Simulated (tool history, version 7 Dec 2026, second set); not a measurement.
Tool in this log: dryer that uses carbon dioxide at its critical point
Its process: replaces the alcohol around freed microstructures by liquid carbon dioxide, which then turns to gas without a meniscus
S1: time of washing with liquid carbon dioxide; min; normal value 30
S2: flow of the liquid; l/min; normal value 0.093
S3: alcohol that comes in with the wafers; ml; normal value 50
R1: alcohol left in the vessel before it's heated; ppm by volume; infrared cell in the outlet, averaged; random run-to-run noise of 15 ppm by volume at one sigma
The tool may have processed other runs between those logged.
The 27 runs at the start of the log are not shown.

{"run": 28, "hour": 419.8, "S1": 35, "S2": 0.1394, "S3": 46, "R1": 187}
{"run": 29, "hour": 440.4, "S1": 35, "S2": 0.1394, "S3": 46, "R1": 194}
{"run": 30, "hour": 458.8, "S1": 35, "S2": 0.1394, "S3": 46, "R1": 193}
{"run": 31, "hour": 476.8, "S1": 30, "S2": 0.0653, "S3": 28, "R1": 2883}
{"run": 32, "hour": 494.5, "S1": 29, "S2": 0.0653, "S3": 111, "R1": 12179}
{"run": 33, "hour": 506.2, "S1": 29, "S2": 0.0653, "S3": 111, "R1": 12170}
{"run": 34, "hour": 525.5, "S1": 24, "S2": 0.093, "S3": 50, "R1": 3427}
{"hour": 527.9, "done": "inlet filter changed"}
{"run": 35, "hour": 538.7, "S1": 30, "S2": 0.093, "S3": 50, "R1": 1140}
{"run": 36, "hour": 560.0, "S1": 30, "S2": 0.093, "S3": 50, "R1": 1137}
{"run": 37, "hour": 578.3, "S1": 40, "S2": 0.1005, "S3": 39, "R1": 270}
{"run": 38, "hour": 594.2, "S1": 31, "S2": 0.0726, "S3": 50, "R1": 2611}
{"run": 39, "hour": 611.5, "S1": 31, "S2": 0.0726, "S3": 50, "R1": 2656}
{"run": 40, "hour": 620.7, "S1": 31, "S2": 0.0726, "S3": 50, "R1": 2710}
{"run": 41, "hour": 633.4, "S1": 31, "S2": 0.0726, "S3": 50, "R1": 2607}
{"run": 42, "hour": 655.0, "S1": 30, "S2": 0.093, "S3": 93, "R1": 2120}
{"run": 43, "hour": 669.5, "S1": 34, "S2": 0.158, "S3": 93, "R1": 204}
{"run": 44, "hour": 690.4, "S1": 23, "S2": 0.0874, "S3": 25, "R1": 2078}
{"run": 45, "hour": 710.0, "S1": 43, "S2": 0.0692, "S3": 38, "R1": 806}
{"run": 46, "hour": 722.8, "S1": 22, "S2": 0.093, "S3": 50, "R1": 3844}
{"run": 47, "hour": 737.8, "S1": 29, "S2": 0.093, "S3": 94, "R1": 2505}

Consider 4 possible next runs. They are alternatives, not a sequence: every one starts from the tool as it was left by run 47. What does each give?
{"run": "A", "hour": 749.5, "S1": 24, "S2": 0.1261, "S3": 25, "R1": "?"}
{"run": "B", "hour": 749.5, "S1": 29, "S2": 0.0605, "S3": 24, "R1": "?"}
{"run": "C", "hour": 749.5, "S1": 48, "S2": 0.1523, "S3": 25, "R1": "?"}
{"run": "D", "hour": 749.5, "S1": 30, "S2": 0.1536, "S3": 50, "R1": "?"}

run=A R1=532
run=B R1=3048
run=C R1=185
run=D R1=246
Take away the tool's hidden state, keep each run's random variation, and the runs would have read:
run=A R1=307
run=B R1=2638
run=C R1=0
run=D R1=50

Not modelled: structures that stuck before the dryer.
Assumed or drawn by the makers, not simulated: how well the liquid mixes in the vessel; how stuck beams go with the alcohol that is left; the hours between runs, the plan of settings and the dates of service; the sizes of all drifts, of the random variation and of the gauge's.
